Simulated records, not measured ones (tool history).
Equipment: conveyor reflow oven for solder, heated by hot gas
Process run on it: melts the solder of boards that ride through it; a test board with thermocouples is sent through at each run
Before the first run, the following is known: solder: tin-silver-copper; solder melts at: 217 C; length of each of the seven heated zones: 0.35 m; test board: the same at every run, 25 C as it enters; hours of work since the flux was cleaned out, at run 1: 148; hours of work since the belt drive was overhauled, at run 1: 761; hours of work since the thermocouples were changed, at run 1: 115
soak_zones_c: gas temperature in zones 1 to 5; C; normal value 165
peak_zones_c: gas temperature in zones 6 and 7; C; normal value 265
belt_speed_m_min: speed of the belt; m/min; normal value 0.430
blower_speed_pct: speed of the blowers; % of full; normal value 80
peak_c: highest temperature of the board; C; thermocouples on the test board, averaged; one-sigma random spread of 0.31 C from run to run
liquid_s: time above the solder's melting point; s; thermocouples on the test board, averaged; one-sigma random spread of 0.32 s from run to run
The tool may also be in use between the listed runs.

| run | hour | soak_zones_c | peak_zones_c | belt_speed_m_min | blower_speed_pct | hours of work since the flux was cleaned out | hours of work since the belt drive was overhauled | hours of work since the thermocouples were changed | peak_c | liquid_s |
|---|---|---|---|---|---|---|---|---|---|---|
| 1 | 0.0 | 165 | 265 | 0.430 | 80 | 148 | 761 | 115 | 253.2 | 72.5 |
| 2 | 52.2 | 165 | 265 | 0.430 | 80 | 182 | 795 | 149 | 252.7 | 72.5 |
| 3 | 100.5 | 165 | 273 | 0.430 | 80 | 214 | 826 | 180 | 259.4 | 78.1 |
| 4 | 122.1 | 165 | 265 | 0.376 | 80 | 228 | 840 | 194 | 255.5 | 87.6 |
|  | 141.6 | belt drive overhauled, speed set with a stopwatch |
| 5 | 178.2 | 165 | 265 | 0.376 | 80 | 262 | 24 | 228 | 255.1 | 86.2 |
| 6 | 216.6 | 165 | 265 | 0.376 | 80 | 287 | 49 | 254 | 255.4 | 86.1 |
| 7 | 250.3 | 165 | 265 | 0.430 | 80 | 309 | 71 | 276 | 252.1 | 70.6 |
| 8 | 286.1 | 165 | 265 | 0.430 | 80 | 333 | 95 | 299 | 251.8 | 69.9 |
|  | 314.4 | flux residue cleaned out of gas plates and filters |
| 9 | 322.4 | 165 | 265 | 0.430 | 80 | 5 | 115 | 320 | 254.1 | 72.3 |
| 10 | 350.1 | 165 | 265 | 0.430 | 80 | 23 | 133 | 338 | 253.2 | 72.9 |
| 11 | 386.0 | 165 | 265 | 0.430 | 80 | 47 | 157 | 361 | 253.0 | 72.9 |
| 12 | 409.6 | 165 | 265 | 0.430 | 80 | 62 | 172 | 377 | 253.0 | 72.1 |
| 13 | 453.2 | 165 | 265 | 0.430 | 80 | 91 | 201 | 405 | 252.1 | 72.0 |
| 14 | 504.4 | 165 | 265 | 0.430 | 76 | 124 | 234 | 439 | 252.2 | 70.8 |
| 15 | 540.8 | 165 | 265 | 0.430 | 76 | 148 | 258 | 462 | 251.3 | 70.6 |
| 16 | 586.1 | 165 | 265 | 0.430 | 76 | 178 | 287 | 492 | 251.6 | 70.9 |
| 17 | 629.5 | 165 | 265 | 0.430 | 80 | 206 | 316 | 520 | 251.7 | 70.7 |
| 18 | 667.9 | 165 | 255 | 0.430 | 81 | 231 | 341 | 546 | 242.3 | 61.4 |
| 19 | 720.4 | 155 | 275 | 0.391 | 81 | 266 | 375 | 580 | 261.9 | 83.7 |
| 20 | 769.6 | 177 | 278 | 0.434 | 85 | 298 | 407 | 612 | 264.1 | 84.2 |
| 21 | 809.9 | 170 | 253 | 0.364 | 52 | 324 | 434 | 638 | 241.1 | 73.1 |
| 22 | 842.4 | 165 | 270 | 0.430 | 83 | 345 | 455 | 660 | 254.9 | 73.1 |
|  | 850.1 | flux residue cleaned out of gas plates and filters |
| 23 | 897.7 | 165 | 277 | 0.430 | 69 | 31 | 488 | 693 | 261.9 | 78.5 |
| 24 | 933.6 | 157 | 261 | 0.395 | 55 | 55 | 511 | 716 | 245.9 | 67.6 |
| 25 | 959.1 | 154 | 271 | 0.458 | 60 | 71 | 528 | 733 | 249.9 | 60.0 |
|  | 973.4 | thermocouples of zones 6 and 7 changed |
| 26 | 1007.9 | 154 | 271 | 0.355 | 60 | 102 | 559 | 23 | 260.3 | 90.3 |
| 27 | 1045.9 | 170 | 255 | 0.385 | 60 | 127 | 584 | 47 | 244.3 | 75.0 |
| 28 | 1084.6 | 167 | 255 | 0.385 | 79 | 152 | 609 | 73 | 246.3 | 77.0 |
| 29 | 1109.9 | 167 | 255 | 0.385 | 79 | 169 | 625 | 89 | 245.6 | 76.9 |
| 30 | 1132.7 | 167 | 255 | 0.385 | 79 | 184 | 640 | 104 | 246.0 | 76.4 |
| 31 | 1175.4 | 163 | 265 | 0.463 | 85 | 211 | 668 | 132 | 250.4 | 64.5 |

Each row is a separate what-if for the run after 31, all from the same tool condition, not one after another. Results?
| A | 1226.7 | 157 | 265 | 0.398 | 85 | 245 | 702 | 166 | ? | ? |
| B | 1226.7 | 169 | 265 | 0.430 | 60 | 245 | 702 | 166 | ? | ? |
| C | 1226.7 | 163 | 265 | 0.449 | 85 | 245 | 702 | 166 | ? | ? |
| D | 1226.7 | 165 | 265 | 0.430 | 59 | 245 | 702 | 166 | ? | ? |

| run | peak_c | liquid_s |
|---|---|---|
| A | 254.2 | 77.1 |
| B | 249.9 | 69.3 |
| C | 250.8 | 67.1 |
| D | 248.8 | 67.3 |
Had the tool no hidden state, the same runs would have come out as:
| run | peak_c | liquid_s |
|---|---|---|
| A | 256.4 | 79.1 |
| B | 252.0 | 71.3 |
| C | 253.2 | 69.3 |
| D | 250.9 | 69.4 |
